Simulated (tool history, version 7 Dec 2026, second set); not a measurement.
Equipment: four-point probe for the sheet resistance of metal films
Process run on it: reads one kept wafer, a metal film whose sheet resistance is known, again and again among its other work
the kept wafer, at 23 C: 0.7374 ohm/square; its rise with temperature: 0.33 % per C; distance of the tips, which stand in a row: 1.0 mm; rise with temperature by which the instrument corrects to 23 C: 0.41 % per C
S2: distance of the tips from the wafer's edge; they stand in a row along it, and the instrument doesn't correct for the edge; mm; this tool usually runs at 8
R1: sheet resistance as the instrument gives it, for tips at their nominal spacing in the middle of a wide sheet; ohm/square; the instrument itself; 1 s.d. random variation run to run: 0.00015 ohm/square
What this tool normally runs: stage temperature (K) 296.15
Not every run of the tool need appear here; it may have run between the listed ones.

Run 1, hour 0.0: usual settings. Result: R1 0.745359 ohm/square.
Run 2, hour 104.1: usual settings. Result: R1 0.745200 ohm/square.
Run 3, hour 167.4: usual settings but S2 9 mm. Result: R1 0.744099 ohm/square.
Run 4, hour 230.7: usual settings but S2 6 mm. Result: R1 0.750224 ohm/square.
Run 5, hour 343.7: usual settings but S2 11 mm. Result: R1 0.742479 ohm/square.
Run 6, hour 476.5: usual settings but S2 11 mm. Result: R1 0.742466 ohm/square.
Run 7, hour 565.5: usual settings but stage temperature (K) 294.15. Result: R1 0.746423 ohm/square.
Run 8, hour 702.7: usual settings but stage temperature (K) 298.15. Result: R1 0.744151 ohm/square.
Run 9, hour 835.1: usual settings but stage temperature (K) 298.15. Result: R1 0.744280 ohm/square.
Run 10, hour 973.8: usual settings but stage temperature (K) 298.15. Result: R1 0.744235 ohm/square.
Run 11, hour 1041.3: usual settings but S2 5 mm. Result: R1 0.754346 ohm/square.
Run 12, hour 1166.7: usual settings but stage temperature (K) 297.15, S2 5 mm. Result: R1 0.753747 ohm/square.
Run 13, hour 1299.2: usual settings but stage temperature (K) 300.15, S2 25 mm. Result: R1 0.737260 ohm/square.
Run 14, hour 1427.7: usual settings but stage temperature (K) 300.15, S2 25 mm. Result: R1 0.737270 ohm/square.
Run 15, hour 1506.5: usual settings but stage temperature (K) 298.15, S2 5 mm. Result: R1 0.753377 ohm/square.
Run 16, hour 1589.7: usual settings but stage temperature (K) 306.15, S2 69 mm. Result: R1 0.733998 ohm/square.
Run 17, hour 1666.0: usual settings but stage temperature (K) 292.15, S2 66 mm. Result: R1 0.740896 ohm/square.
Run 18, hour 1792.2: usual settings but stage temperature (K) 292.15, S2 66 mm. Result: R1 0.740835 ohm/square.
Run 19, hour 1886.4: usual settings but stage temperature (K) 300.15, S2 13 mm. Result: R1 0.738845 ohm/square.
Run 20, hour 2031.4: usual settings but S2 59 mm. Result: R1 0.738863 ohm/square.
Run 21, hour 2099.7: usual settings but S2 33 mm. Result: R1 0.738932 ohm/square.
Run 22, hour 2170.8: usual settings but stage temperature (K) 294.15, S2 11 mm. Result: R1 0.742746 ohm/square.
Run 23, hour 2299.1: usual settings but stage temperature (K) 301.15, S2 5 mm. Result: R1 0.751458 ohm/square.
Run 24, hour 2426.2: usual settings but stage temperature (K) 303.15, S2 3 mm. Result: R1 0.776379 ohm/square.

Consider 5 possible next runs. They are alternatives, not a sequence: every one starts from the tool as it was left by run 24. What does each give?
Run A, hour 2541.4: usual settings but stage temperature (K) 292.15, S2 4 mm. Result: R1 ?.
Run B, hour 2541.4: usual settings but S2 49 mm. Result: R1 ?.
Run C, hour 2541.4: usual settings but stage temperature (K) 297.15, S2 50 mm. Result: R1 ?.
Run D, hour 2541.4: usual settings but stage temperature (K) 303.15, S2 5 mm. Result: R1 ?.
Run E, hour 2541.4: usual settings but stage temperature (K) 303.15, S2 39 mm. Result: R1 ?.

run        R1
  A  0.764452
  B  0.738721
  C  0.738080
  D  0.750209
  E  0.734935
Without the tool's unlogged condition, the same runs would have read:
run        R1
  A  0.763310
  B  0.737626
  C  0.736989
  D  0.749116
  E  0.733863

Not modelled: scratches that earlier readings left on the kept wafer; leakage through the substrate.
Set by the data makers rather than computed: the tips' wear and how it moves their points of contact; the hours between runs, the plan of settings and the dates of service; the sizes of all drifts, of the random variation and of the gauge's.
